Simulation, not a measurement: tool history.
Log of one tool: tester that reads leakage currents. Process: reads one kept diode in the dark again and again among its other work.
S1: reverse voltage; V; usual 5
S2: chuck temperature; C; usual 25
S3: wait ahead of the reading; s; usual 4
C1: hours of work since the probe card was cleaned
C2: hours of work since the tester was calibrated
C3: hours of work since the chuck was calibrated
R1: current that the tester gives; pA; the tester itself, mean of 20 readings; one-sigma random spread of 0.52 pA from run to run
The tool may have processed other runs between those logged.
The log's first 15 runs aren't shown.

run      day     S1  S2    S3    C1    C2    C3       R1
 16   123.65      5  58     4  2129  2438   866  2603.98
 17  130.662      5  29     4  2199  2508   936   241.75
 18  142.108      5  29     4  2313  2623  1051   240.13
 19   147.75   2.93  29     4  2370  2679  1107   188.16
     148.592  -- tester calibrated
 20  153.875   1.71  57  1.41  2430    53  1167  1499.77
 21  164.075  15.14  30  0.59  2532   155  1269   436.63
 22  175.675  12.55  30  2.61  2648   271  1385    393.2
     184.821  -- tester calibrated, once more
 23  186.979      5  25  9.85  2760    22  1497   158.05
 24   196.05   5.39  41  0.56  2851   112  1588   645.16
 25  202.038      5  29  0.37  2911   172  1648   227.08
 26  207.596      5  29  0.37  2966   228  1704   226.38
     210.154  -- probe card cleaned and baked
      212.75  -- chuck's temperature calibrated
 27  214.246      5  29  0.37    40   292    15   252.52
 28  220.892      5  41  0.37   107   358    81   704.98
 29  230.717      5  41  0.37   205   457   180   696.31
 30  239.675      5  25  0.85   294   546   269   171.51
 31  247.121  16.26  54     4   369   621   344  3224.81
 32  254.271  16.26  54     4   440   692   415  3211.71
 33  263.246   1.89  28  0.66   530   782   505   144.66
 34  268.608   1.33  34  0.66   583   835   558   211.18
 35  279.529   1.57  45     4   693   945   668   566.56
 36  286.288   1.57  45     4   760  1012   735   561.99
 37  293.946   1.57  45     4   837  1089   812   561.77
 38  300.667   2.21  22  4.17   904  1156   879    86.03

3 options for the next run, each taken on its own from the tool as it stands now. Forecast them:
  A  312.296  2.21  22  0.75  1020  1272  995   ?
  B  312.296  4.44  22  0.67  1020  1272  995   ?
  C  312.296  2.21  22  0.35  1020  1272  995   ?

run      R1
  A   86.04
  B  118.49
  C   87.17
Without the tool's unlogged condition, the same runs would have read:
run      R1
  A   92.41
  B  126.08
  C   93.53
